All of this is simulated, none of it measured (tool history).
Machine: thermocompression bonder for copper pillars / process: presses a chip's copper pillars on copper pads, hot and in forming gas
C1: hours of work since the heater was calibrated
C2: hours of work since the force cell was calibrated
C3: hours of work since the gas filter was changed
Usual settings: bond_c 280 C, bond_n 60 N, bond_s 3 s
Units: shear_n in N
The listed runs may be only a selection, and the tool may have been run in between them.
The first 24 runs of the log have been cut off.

Run 25, hour 240.8: usual settings; C1 12; C2 228; C3 454. Result: shear_n 45.7 N.
Run 26, hour 248.2: usual settings but bond_s 4 s; C1 17; C2 233; C3 460. Result: shear_n 50.7 N.
Run 27, hour 256.2: usual settings but bond_c 274 C, bond_n 62 N; C1 24; C2 240; C3 466. Result: shear_n 43.8 N.
Run 28, hour 267.8: usual settings but bond_c 274 C, bond_n 40 N; C1 33; C2 249; C3 475. Result: shear_n 26.4 N.
Run 29, hour 278.2: usual settings but bond_c 310 C; C1 41; C2 257; C3 483. Result: shear_n 60.8 N.
At hour 286.0: forming gas filter changed.
Run 30, hour 289.8: usual settings but bond_s 4 s; C1 49; C2 265; C3 3. Result: shear_n 51.0 N.
Run 31, hour 298.5: usual settings but bond_s 4 s; C1 56; C2 272; C3 10. Result: shear_n 51.6 N.
Run 32, hour 306.7: usual settings but bond_c 262 C, bond_n 38 N, bond_s 2 s; C1 63; C2 278; C3 16. Result: shear_n 17.5 N.
Run 33, hour 316.7: usual settings but bond_c 262 C, bond_n 38 N, bond_s 2 s; C1 70; C2 286; C3 24. Result: shear_n 17.6 N.
Run 34, hour 325.3: usual settings but bond_c 262 C, bond_n 38 N, bond_s 2 s; C1 77; C2 293; C3 31. Result: shear_n 18.1 N.
Run 35, hour 338.0: usual settings but bond_c 271 C, bond_n 36 N, bond_s 5 s; C1 87; C2 303; C3 40. Result: shear_n 28.2 N.
Run 36, hour 347.7: usual settings but bond_c 265 C, bond_n 37 N, bond_s 6 s; C1 95; C2 310; C3 48. Result: shear_n 28.7 N.
Run 37, hour 354.2: usual settings but bond_n 42 N, bond_s 6 s; C1 100; C2 316; C3 53. Result: shear_n 39.8 N.
Run 38, hour 365.8: usual settings but bond_s 4 s; C1 109; C2 325; C3 62. Result: shear_n 50.2 N.
Run 39, hour 376.6: usual settings but bond_s 4 s; C1 117; C2 333; C3 71. Result: shear_n 50.2 N.
Run 40, hour 385.3: usual settings but bond_s 4 s; C1 124; C2 340; C3 77. Result: shear_n 50.5 N.
Run 41, hour 392.6: usual settings but bond_s 4 s; C1 130; C2 345; C3 83. Result: shear_n 50.5 N.

3 options for the next run, each taken on its own from the tool as it stands now. Forecast them:
Run A, hour 400.5: usual settings but bond_c 296 C, bond_n 38 N, bond_s 8 s; C1 136; C2 352; C3 89. Result: shear_n ?.
Run B, hour 400.5: usual settings but bond_c 260 C, bond_n 54 N, bond_s 7 s; C1 136; C2 352; C3 89. Result: shear_n ?.
Run C, hour 400.5: usual settings but bond_c 275 C, bond_n 61 N; C1 136; C2 352; C3 89. Result: shear_n ?.

run  shear_n
  A     48.6
  B     43.8
  C     43.0
With no hidden state in the tool, these same runs would have given:
run  shear_n
  A     50.6
  B     45.8
  C     44.9

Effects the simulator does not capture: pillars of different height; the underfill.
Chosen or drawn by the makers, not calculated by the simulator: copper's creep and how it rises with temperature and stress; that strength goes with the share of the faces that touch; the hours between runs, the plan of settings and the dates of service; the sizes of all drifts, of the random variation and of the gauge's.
